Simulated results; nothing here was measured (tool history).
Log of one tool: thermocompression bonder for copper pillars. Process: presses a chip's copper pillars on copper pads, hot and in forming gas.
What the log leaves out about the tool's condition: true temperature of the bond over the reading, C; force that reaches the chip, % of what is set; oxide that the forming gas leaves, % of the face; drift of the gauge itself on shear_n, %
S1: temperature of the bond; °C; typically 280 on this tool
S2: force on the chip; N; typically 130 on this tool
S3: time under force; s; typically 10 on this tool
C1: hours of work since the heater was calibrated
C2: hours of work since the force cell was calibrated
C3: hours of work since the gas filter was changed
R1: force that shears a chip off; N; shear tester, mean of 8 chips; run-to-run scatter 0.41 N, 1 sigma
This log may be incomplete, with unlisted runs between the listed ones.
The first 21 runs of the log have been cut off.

{"run": 22, "hour": 719.2, "S1": 293, "S2": 130, "S3": 10, "C1": 244, "C2": 70, "C3": 105, "R1": 70.6}
{"run": 23, "hour": 740.4, "S1": 278, "S2": 105, "S3": 17, "C1": 259, "C2": 84, "C3": 120, "R1": 64.9}
{"run": 24, "hour": 784.9, "S1": 278, "S2": 105, "S3": 17, "C1": 290, "C2": 115, "C3": 151, "R1": 65}
{"run": 25, "hour": 808.2, "S1": 278, "S2": 105, "S3": 17, "C1": 306, "C2": 132, "C3": 167, "R1": 64.9}
{"run": 26, "hour": 853.2, "S1": 286, "S2": 86, "S3": 18, "C1": 337, "C2": 163, "C3": 198, "R1": 64.8}
{"run": 27, "hour": 887.3, "S1": 256, "S2": 89, "S3": 6, "C1": 361, "C2": 187, "C3": 222, "R1": 32.6}
{"run": 28, "hour": 924.3, "S1": 294, "S2": 108, "S3": 10, "C1": 387, "C2": 213, "C3": 248, "R1": 66}
{"run": 29, "hour": 960.0, "S1": 292, "S2": 108, "S3": 29, "C1": 412, "C2": 238, "C3": 273, "R1": 79.5}
{"run": 30, "hour": 987.4, "S1": 262, "S2": 83, "S3": 13, "C1": 431, "C2": 257, "C3": 292, "R1": 45}
{"hour": 1006.9, "done": "forming gas filter changed"}
{"run": 31, "hour": 1030.0, "S1": 262, "S2": 137, "S3": 19, "C1": 460, "C2": 286, "C3": 16, "R1": 64.9}
{"run": 32, "hour": 1049.6, "S1": 305, "S2": 91, "S3": 12, "C1": 474, "C2": 300, "C3": 30, "R1": 70.3}
{"run": 33, "hour": 1070.7, "S1": 250, "S2": 130, "S3": 21, "C1": 489, "C2": 314, "C3": 44, "R1": 58.4}
{"run": 34, "hour": 1108.7, "S1": 250, "S2": 130, "S3": 21, "C1": 515, "C2": 341, "C3": 71, "R1": 59}
{"run": 35, "hour": 1143.8, "S1": 250, "S2": 130, "S3": 21, "C1": 540, "C2": 365, "C3": 95, "R1": 57.9}
{"run": 36, "hour": 1184.8, "S1": 269, "S2": 178, "S3": 25, "C1": 568, "C2": 394, "C3": 124, "R1": 78.5}
{"run": 37, "hour": 1214.1, "S1": 280, "S2": 169, "S3": 10, "C1": 589, "C2": 414, "C3": 144, "R1": 71.1}
{"run": 38, "hour": 1235.6, "S1": 265, "S2": 130, "S3": 10, "C1": 604, "C2": 429, "C3": 159, "R1": 55.3}
{"run": 39, "hour": 1271.2, "S1": 296, "S2": 128, "S3": 10, "C1": 629, "C2": 454, "C3": 184, "R1": 71.5}
{"run": 40, "hour": 1318.1, "S1": 296, "S2": 128, "S3": 10, "C1": 661, "C2": 487, "C3": 217, "R1": 71.5}
{"run": 41, "hour": 1337.9, "S1": 269, "S2": 123, "S3": 7, "C1": 675, "C2": 501, "C3": 231, "R1": 50.2}

3 options for the next run, each taken on its own from the tool as it stands now. Forecast them:
{"run": "A", "hour": 1368.8, "S1": 307, "S2": 130, "S3": 15, "C1": 697, "C2": 522, "C3": 252, "R1": "?"}
{"run": "B", "hour": 1368.8, "S1": 259, "S2": 122, "S3": 20, "C1": 697, "C2": 522, "C3": 252, "R1": "?"}
{"run": "C", "hour": 1368.8, "S1": 298, "S2": 194, "S3": 15, "C1": 697, "C2": 522, "C3": 252, "R1": "?"}

run=A R1=80.6
run=B R1=61.5
run=C R1=84.7
With no hidden state in the tool, these same runs would have given:
run=A R1=80.8
run=B R1=61.5
run=C R1=84.8

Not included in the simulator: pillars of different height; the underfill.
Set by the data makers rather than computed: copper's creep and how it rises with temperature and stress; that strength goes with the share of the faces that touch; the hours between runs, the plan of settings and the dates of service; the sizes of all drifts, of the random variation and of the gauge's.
